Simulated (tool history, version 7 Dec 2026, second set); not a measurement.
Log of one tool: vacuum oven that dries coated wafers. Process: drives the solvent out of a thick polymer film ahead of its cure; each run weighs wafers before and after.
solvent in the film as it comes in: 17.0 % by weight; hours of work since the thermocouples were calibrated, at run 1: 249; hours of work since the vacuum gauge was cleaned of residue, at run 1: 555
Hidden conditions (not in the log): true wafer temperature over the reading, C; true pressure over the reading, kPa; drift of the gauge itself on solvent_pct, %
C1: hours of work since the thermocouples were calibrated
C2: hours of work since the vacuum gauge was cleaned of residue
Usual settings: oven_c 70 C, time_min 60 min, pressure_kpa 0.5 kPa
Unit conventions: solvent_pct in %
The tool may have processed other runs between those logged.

{"run": 1, "day": 0.0, "oven_c": 70, "time_min": 60, "pressure_kpa": 0.5, "C1": 249, "C2": 555, "solvent_pct": 2.11}
{"run": 2, "day": 1.029, "oven_c": 70, "time_min": 60, "pressure_kpa": 0.5, "C1": 268, "C2": 574, "solvent_pct": 2.07}
{"run": 3, "day": 2.092, "oven_c": 70, "time_min": 60, "pressure_kpa": 0.5, "C1": 288, "C2": 594, "solvent_pct": 2.14}
{"run": 4, "day": 3.329, "oven_c": 70, "time_min": 60, "pressure_kpa": 0.5, "C1": 311, "C2": 617, "solvent_pct": 2.1}
{"run": 5, "day": 4.208, "oven_c": 70, "time_min": 84, "pressure_kpa": 0.5, "C1": 327, "C2": 633, "solvent_pct": 1.43}
{"run": 6, "day": 5.35, "oven_c": 70, "time_min": 84, "pressure_kpa": 0.5, "C1": 348, "C2": 654, "solvent_pct": 1.44}
{"run": 7, "day": 6.654, "oven_c": 70, "time_min": 89, "pressure_kpa": 1.502, "C1": 373, "C2": 679, "solvent_pct": 3.17}
{"run": 8, "day": 7.708, "oven_c": 82, "time_min": 60, "pressure_kpa": 1.701, "C1": 392, "C2": 698, "solvent_pct": 2.02}
{"run": 9, "day": 8.683, "oven_c": 75, "time_min": 60, "pressure_kpa": 0.337, "C1": 410, "C2": 717, "solvent_pct": 1.09}
{"run": 10, "day": 9.267, "oven_c": 71, "time_min": 43, "pressure_kpa": 1.346, "C1": 421, "C2": 727, "solvent_pct": 4.33}
{"run": 11, "day": 10.229, "oven_c": 71, "time_min": 43, "pressure_kpa": 1.346, "C1": 439, "C2": 745, "solvent_pct": 4.38}

What if the next run were any one of these 3? Each begins from the tool's condition after run 11:
{"run": "A", "day": 10.967, "oven_c": 56, "time_min": 32, "pressure_kpa": 0.525, "C1": 453, "C2": 759, "solvent_pct": "?"}
{"run": "B", "day": 10.967, "oven_c": 69, "time_min": 35, "pressure_kpa": 0.3, "C1": 453, "C2": 759, "solvent_pct": "?"}
{"run": "C", "day": 10.967, "oven_c": 57, "time_min": 87, "pressure_kpa": 1.292, "C1": 453, "C2": 759, "solvent_pct": "?"}

run=A solvent_pct=9.11
run=B solvent_pct=4.15
run=C solvent_pct=6.63
Without the tool's unlogged condition, the same runs would have read:
run=A solvent_pct=9.11
run=B solvent_pct=4.15
run=C solvent_pct=6.62
